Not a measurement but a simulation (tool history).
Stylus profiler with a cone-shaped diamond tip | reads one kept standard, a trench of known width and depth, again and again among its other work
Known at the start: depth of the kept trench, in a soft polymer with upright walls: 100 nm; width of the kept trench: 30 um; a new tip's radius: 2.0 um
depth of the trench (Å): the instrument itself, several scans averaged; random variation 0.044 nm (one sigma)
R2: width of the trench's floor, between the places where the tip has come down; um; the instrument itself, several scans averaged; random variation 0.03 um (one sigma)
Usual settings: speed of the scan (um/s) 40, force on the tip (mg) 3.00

run 1 day=0.000 | speed_of_the_scan_(um/s)=40 force_on_the_tip_(mg)=3.00 | depth_of_the_trench_(Å)=1007.0 R2=28.61
run 2 day=1.704 | speed_of_the_scan_(um/s)=40 force_on_the_tip_(mg)=3.00 | depth_of_the_trench_(Å)=1007.4 R2=28.57
run 3 day=3.333 | speed_of_the_scan_(um/s)=40 force_on_the_tip_(mg)=3.00 | depth_of_the_trench_(Å)=1007.0 R2=28.57
run 4 day=5.596 | speed_of_the_scan_(um/s)=40 force_on_the_tip_(mg)=2.32 | depth_of_the_trench_(Å)=1006.0 R2=28.55
run 5 day=8.304 | speed_of_the_scan_(um/s)=40 force_on_the_tip_(mg)=2.32 | depth_of_the_trench_(Å)=1005.8 R2=28.54
run 6 day=10.367 | speed_of_the_scan_(um/s)=40 force_on_the_tip_(mg)=2.32 | depth_of_the_trench_(Å)=1004.9 R2=28.56
run 7 day=12.083 | speed_of_the_scan_(um/s)=40 force_on_the_tip_(mg)=2.32 | depth_of_the_trench_(Å)=1006.5 R2=28.58
run 8 day=13.517 | speed_of_the_scan_(um/s)=40 force_on_the_tip_(mg)=3.00 | depth_of_the_trench_(Å)=1007.3 R2=28.58
run 9 day=15.179 | speed_of_the_scan_(um/s)=40 force_on_the_tip_(mg)=3.00 | depth_of_the_trench_(Å)=1007.4 R2=28.57
run 10 day=17.271 | speed_of_the_scan_(um/s)=40 force_on_the_tip_(mg)=3.00 | depth_of_the_trench_(Å)=1006.9 R2=28.59
run 11 day=18.850 | speed_of_the_scan_(um/s)=40 force_on_the_tip_(mg)=3.00 | depth_of_the_trench_(Å)=1007.1 R2=28.61
run 12 day=20.388 | speed_of_the_scan_(um/s)=40 force_on_the_tip_(mg)=3.00 | depth_of_the_trench_(Å)=1007.1 R2=28.54
run 13 day=22.338 | speed_of_the_scan_(um/s)=13 force_on_the_tip_(mg)=5.57 | depth_of_the_trench_(Å)=1011.1 R2=28.69
-- day=24.746 height scale calibrated on a step standard
run 14 day=25.083 | speed_of_the_scan_(um/s)=13 force_on_the_tip_(mg)=8.39 | depth_of_the_trench_(Å)=1013.9 R2=28.71
run 15 day=27.642 | speed_of_the_scan_(um/s)=51 force_on_the_tip_(mg)=8.90 | depth_of_the_trench_(Å)=1014.5 R2=28.59
run 16 day=30.700 | speed_of_the_scan_(um/s)=104 force_on_the_tip_(mg)=3.00 | depth_of_the_trench_(Å)=1006.5 R2=28.36
run 17 day=33.092 | speed_of_the_scan_(um/s)=45 force_on_the_tip_(mg)=1.93 | depth_of_the_trench_(Å)=1005.0 R2=28.47
run 18 day=35.608 | speed_of_the_scan_(um/s)=45 force_on_the_tip_(mg)=1.93 | depth_of_the_trench_(Å)=1005.3 R2=28.48
run 19 day=38.096 | speed_of_the_scan_(um/s)=10 force_on_the_tip_(mg)=4.63 | depth_of_the_trench_(Å)=1009.9 R2=28.72
run 20 day=41.167 | speed_of_the_scan_(um/s)=144 force_on_the_tip_(mg)=1.13 | depth_of_the_trench_(Å)=1003.6 R2=27.77
run 21 day=43.412 | speed_of_the_scan_(um/s)=12 force_on_the_tip_(mg)=1.58 | depth_of_the_trench_(Å)=1004.6 R2=28.65
run 22 day=45.388 | speed_of_the_scan_(um/s)=40 force_on_the_tip_(mg)=1.96 | depth_of_the_trench_(Å)=1005.2 R2=28.52
run 23 day=47.258 | speed_of_the_scan_(um/s)=40 force_on_the_tip_(mg)=3.00 | depth_of_the_trench_(Å)=1007.2 R2=28.54

3 ways to go on from here, each from the tool as it stands after run 23. What would each give?
run A day=49.792 | speed_of_the_scan_(um/s)=34 force_on_the_tip_(mg)=3.00 | depth_of_the_trench_(Å)=? R2=?
run B day=49.792 | speed_of_the_scan_(um/s)=40 force_on_the_tip_(mg)=2.19 | depth_of_the_trench_(Å)=? R2=?
run C day=49.792 | speed_of_the_scan_(um/s)=40 force_on_the_tip_(mg)=5.12 | depth_of_the_trench_(Å)=? R2=?

run=A depth_of_the_trench_(Å)=1007.7 R2=28.61
run=B depth_of_the_trench_(Å)=1006.2 R2=28.51
run=C depth_of_the_trench_(Å)=1010.2 R2=28.65
Without the tool's hidden state the same runs would have given:
run=A depth_of_the_trench_(Å)=1007.7 R2=28.63
run=B depth_of_the_trench_(Å)=1006.2 R2=28.52
run=C depth_of_the_trench_(Å)=1010.2 R2=28.66
